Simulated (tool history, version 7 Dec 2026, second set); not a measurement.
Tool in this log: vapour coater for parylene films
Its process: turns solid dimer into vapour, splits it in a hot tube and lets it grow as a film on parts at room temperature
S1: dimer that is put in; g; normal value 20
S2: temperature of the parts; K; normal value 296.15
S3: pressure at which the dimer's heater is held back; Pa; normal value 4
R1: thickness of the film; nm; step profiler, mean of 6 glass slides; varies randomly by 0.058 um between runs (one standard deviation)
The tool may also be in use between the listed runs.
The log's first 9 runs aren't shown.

| run | hour | S1 | S2 | S3 | R1 |
|---|---|---|---|---|---|
| 10 | 314.6 | 20 | 296.15 | 4 | 5950 |
| 11 | 338.1 | 20 | 296.15 | 4 | 6050 |
| 12 | 388.7 | 20 | 296.15 | 4.69 | 5710 |
| 13 | 438.6 | 20 | 296.15 | 4.69 | 5690 |
|  | 461.9 | trap's valve overhauled |
| 14 | 484.5 | 20 | 296.15 | 4.69 | 5080 |
| 15 | 532.8 | 20 | 296.15 | 4.69 | 5130 |
| 16 | 565.8 | 20 | 296.15 | 4.69 | 4990 |
| 17 | 598.6 | 20 | 296.15 | 4.69 | 4940 |
|  | 608.9 | trap's valve overhauled, once more |
| 18 | 641.2 | 26 | 296.15 | 4 | 8400 |
| 19 | 668.2 | 26 | 296.15 | 4 | 8320 |
| 20 | 712.6 | 26 | 296.15 | 4 | 8230 |
| 21 | 747.2 | 26 | 296.15 | 4 | 8290 |
| 22 | 789.9 | 26 | 296.15 | 4 | 8210 |
| 23 | 824 | 8 | 301.15 | 4.77 | 1890 |
| 24 | 869 | 10 | 299.15 | 4.77 | 2570 |
| 25 | 919.1 | 10 | 299.15 | 4.77 | 2500 |
|  | 926.9 | table's thermometer calibrated |
| 26 | 950.6 | 18 | 296.15 | 2.69 | 5860 |
| 27 | 973.6 | 29 | 296.15 | 6.08 | 8290 |
| 28 | 1015 | 29 | 296.15 | 6.08 | 8280 |
| 29 | 1060.3 | 24 | 307.15 | 4 | 4080 |
| 30 | 1091.8 | 24 | 307.15 | 4 | 4130 |
| 31 | 1132.2 | 32 | 300.15 | 2.68 | 8120 |

Run 32, settings as shown, results not yet in. Your forecast:
|  | 1143 | trap's valve overhauled |
| 32 | 1182.5 | 32 | 300.15 | 2.68 | ? |

Run 32 came out at R1 9280 nm.
Were there no unlogged condition in the tool, this run, its random variation unchanged, would have produced R1 9570 nm.

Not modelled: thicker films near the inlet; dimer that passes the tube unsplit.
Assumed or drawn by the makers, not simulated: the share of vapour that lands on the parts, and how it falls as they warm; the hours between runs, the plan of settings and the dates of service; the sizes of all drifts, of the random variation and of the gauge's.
